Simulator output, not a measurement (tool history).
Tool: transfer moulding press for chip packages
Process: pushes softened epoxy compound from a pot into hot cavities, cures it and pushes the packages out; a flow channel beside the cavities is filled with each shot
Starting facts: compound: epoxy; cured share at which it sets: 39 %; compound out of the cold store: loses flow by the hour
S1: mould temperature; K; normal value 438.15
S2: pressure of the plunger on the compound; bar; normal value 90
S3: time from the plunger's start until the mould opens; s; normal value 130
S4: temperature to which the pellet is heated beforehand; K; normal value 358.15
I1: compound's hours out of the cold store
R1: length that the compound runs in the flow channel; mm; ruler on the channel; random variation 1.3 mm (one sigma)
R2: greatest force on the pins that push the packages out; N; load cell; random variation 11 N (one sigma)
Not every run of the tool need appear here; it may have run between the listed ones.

run	day	S1	S2	S3	S4	I1	R1	R2
1	0	438.15	90	130	358.15	14.8	816	544
2	0.483	438.15	90	130	358.15	23.1	791	523
3	1.042	438.15	90	130	358.15	32.7	766	524
4	1.612	438.15	90	130	358.15	16.5	811	557
# day 1.8: cavities cleaned with cleaning compound and waxed
5	2.304	438.15	90	130	358.15	18.1	808	536
6	2.883	438.15	90	130	358.15	20.7	797	551
7	3.3	438.15	90	130	358.15	43.5	737	517
8	3.717	438.15	90	153	358.15	42.9	741	442
9	4.229	438.15	90	153	358.15	26.1	782	450
10	4.712	438.15	90	130	358.15	11.7	824	546
11	5.154	438.15	90	130	358.15	19.5	803	527
# day 5.758: cavities cleaned with cleaning compound and waxed
12	5.879	438.15	90	130	358.15	46.3	730	502
13	6.521	438.15	90	130	358.15	46.1	730	503
14	7.112	438.15	90	130	358.15	14.7	817	550
15	7.742	438.15	90	130	349.15	15.2	815	548
16	8.058	438.15	90	130	349.15	29.1	776	530
17	8.596	438.15	90	130	349.15	24.4	787	535
18	8.992	438.15	90	122	358.15	16.2	810	595
19	9.467	440.15	90	130	358.15	14.4	809	489
# day 9.7: cavities cleaned with cleaning compound and waxed
20	10.196	440.15	90	130	358.15	18.8	797	475
21	10.512	431.15	90	130	361.15	12.6	845	900
22	10.962	431.15	90	153	351.15	9.9	853	687
23	11.433	431.15	70.7	153	351.15	30	705	621
24	11.758	442.15	90	140	348.15	37.1	746	418
25	12.388	442.15	90	140	348.15	21.2	785	441
26	12.858	442.15	90	140	348.15	32	760	431
27	13.458	442.15	90	140	348.15	16.2	800	436
# day 13.671: cavities cleaned with cleaning compound and waxed
28	13.979	442.15	90	140	348.15	12.4	812	426

Branching from run 28: 4 alternative next runs. What would each branch give?
A	14.317	442.15	90	121	348.15	45.1	?	?
B	14.317	438.15	68.4	114	364.15	42.2	?	?
C	14.317	442.15	80.2	140	358.15	19	?	?
D	14.317	438.15	90	166	363.15	19.4	?	?

run	R1	R2
A	725	487
B	646	633
C	745	423
D	803	420
What these runs would have given with no unlogged condition in the tool:
run	R1	R2
A	726	485
B	647	631
C	746	421
D	804	418
